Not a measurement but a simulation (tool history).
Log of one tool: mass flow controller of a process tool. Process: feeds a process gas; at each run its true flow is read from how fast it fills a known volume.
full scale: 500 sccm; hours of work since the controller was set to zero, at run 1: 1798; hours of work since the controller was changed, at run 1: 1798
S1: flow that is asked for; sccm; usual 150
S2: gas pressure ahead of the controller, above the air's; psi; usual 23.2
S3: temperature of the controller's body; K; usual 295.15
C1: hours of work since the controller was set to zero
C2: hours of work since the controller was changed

{"run": 1, "hour": 0.0, "S1": 150, "S2": 23.2, "S3": 295.15, "C1": 1798, "C2": 1798, "true flow (%)": 98.42}
{"run": 2, "hour": 55.8, "S1": 150, "S2": 23.2, "S3": 295.15, "C1": 1829, "C2": 1829, "true flow (%)": 98.27}
{"run": 3, "hour": 155.1, "S1": 150, "S2": 23.2, "S3": 295.15, "C1": 1885, "C2": 1885, "true flow (%)": 98.17}
{"run": 4, "hour": 247.7, "S1": 150, "S2": 23.2, "S3": 295.15, "C1": 1937, "C2": 1937, "true flow (%)": 98.17}
{"run": 5, "hour": 302.5, "S1": 150, "S2": 23.2, "S3": 295.15, "C1": 1967, "C2": 1967, "true flow (%)": 98.22}
{"run": 6, "hour": 359.4, "S1": 150, "S2": 28.6, "S3": 295.15, "C1": 1999, "C2": 1999, "true flow (%)": 98.45}
{"run": 7, "hour": 452.7, "S1": 150, "S2": 28.6, "S3": 295.15, "C1": 2052, "C2": 2052, "true flow (%)": 98.33}
{"run": 8, "hour": 524.3, "S1": 150, "S2": 23.2, "S3": 295.15, "C1": 2092, "C2": 2092, "true flow (%)": 98.29}
{"run": 9, "hour": 611.0, "S1": 150, "S2": 23.2, "S3": 293.15, "C1": 2140, "C2": 2140, "true flow (%)": 98.25}
{"run": 10, "hour": 687.6, "S1": 150, "S2": 23.2, "S3": 293.15, "C1": 2183, "C2": 2183, "true flow (%)": 98.32}
{"run": 11, "hour": 785.3, "S1": 148, "S2": 23.2, "S3": 295.15, "C1": 2238, "C2": 2238, "true flow (%)": 98.19}

Forecast run 12:
{"run": 12, "hour": 837.7, "S1": 138, "S2": 39.6, "S3": 297.15, "C1": 2267, "C2": 2267, "true flow (%)": "?"}

{"run 12": {"true flow (%)": 98.73}}
Without the tool's hidden state the same run would have given true flow (%) 98.64.
